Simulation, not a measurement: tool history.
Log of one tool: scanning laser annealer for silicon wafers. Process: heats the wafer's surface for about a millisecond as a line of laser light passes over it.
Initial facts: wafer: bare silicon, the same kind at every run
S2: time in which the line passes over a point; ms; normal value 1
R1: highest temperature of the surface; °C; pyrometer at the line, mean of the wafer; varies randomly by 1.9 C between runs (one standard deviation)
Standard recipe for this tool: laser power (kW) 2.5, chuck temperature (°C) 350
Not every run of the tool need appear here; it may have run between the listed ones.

run 1 day=0 | laser_power_(kW)=2.5 S2=1 chuck_temperature_(°C)=350 | R1=1091
run 2 day=0.996 | laser_power_(kW)=2.5 S2=1 chuck_temperature_(°C)=350 | R1=1085
run 3 day=1.783 | laser_power_(kW)=2.5 S2=1 chuck_temperature_(°C)=350 | R1=1088
run 4 day=2.896 | laser_power_(kW)=2.5 S2=1.18 chuck_temperature_(°C)=350 | R1=1138
run 5 day=4.375 | laser_power_(kW)=2.5 S2=1.18 chuck_temperature_(°C)=350 | R1=1134
run 6 day=5.812 | laser_power_(kW)=2.5 S2=1.18 chuck_temperature_(°C)=350 | R1=1128
run 7 day=6.725 | laser_power_(kW)=2.5 S2=1.18 chuck_temperature_(°C)=327 | R1=1106
run 8 day=7.596 | laser_power_(kW)=2.5 S2=1.18 chuck_temperature_(°C)=327 | R1=1105
run 9 day=8.475 | laser_power_(kW)=2.5 S2=1.1 chuck_temperature_(°C)=350 | R1=1096
run 10 day=9.571 | laser_power_(kW)=2.5 S2=1.1 chuck_temperature_(°C)=317 | R1=1061
run 11 day=10.617 | laser_power_(kW)=2.5 S2=1 chuck_temperature_(°C)=327 | R1=1043
run 12 day=11.5 | laser_power_(kW)=2.5 S2=1 chuck_temperature_(°C)=327 | R1=1035
run 13 day=12.917 | laser_power_(kW)=2.599 S2=1 chuck_temperature_(°C)=350 | R1=1095
run 14 day=13.638 | laser_power_(kW)=2.599 S2=1 chuck_temperature_(°C)=350 | R1=1094
run 15 day=14.296 | laser_power_(kW)=2.599 S2=1.1 chuck_temperature_(°C)=350 | R1=1121
run 16 day=15 | laser_power_(kW)=2.599 S2=1.1 chuck_temperature_(°C)=350 | R1=1117
run 17 day=15.858 | laser_power_(kW)=2.5 S2=1 chuck_temperature_(°C)=350 | R1=1050
run 18 day=16.846 | laser_power_(kW)=2.5 S2=1 chuck_temperature_(°C)=350 | R1=1044
run 19 day=18.083 | laser_power_(kW)=2.5 S2=0.75 chuck_temperature_(°C)=370 | R1=981
-- day=18.929 window over the wafer cleaned
run 20 day=19.588 | laser_power_(kW)=2.522 S2=1 chuck_temperature_(°C)=356 | R1=1109
run 21 day=20.854 | laser_power_(kW)=2.328 S2=1 chuck_temperature_(°C)=356 | R1=1032
-- day=21.158 optics aligned, line set to its width
run 22 day=21.838 | laser_power_(kW)=2.5 S2=1 chuck_temperature_(°C)=314 | R1=1047

What does the tool deliver on the next run?
run 23 day=22.629 | laser_power_(kW)=2.304 S2=1 chuck_temperature_(°C)=356 | R1=?

{"run 23": {"R1": 1017}}
With no hidden state in the tool, this same run would have given R1 1040 °C.
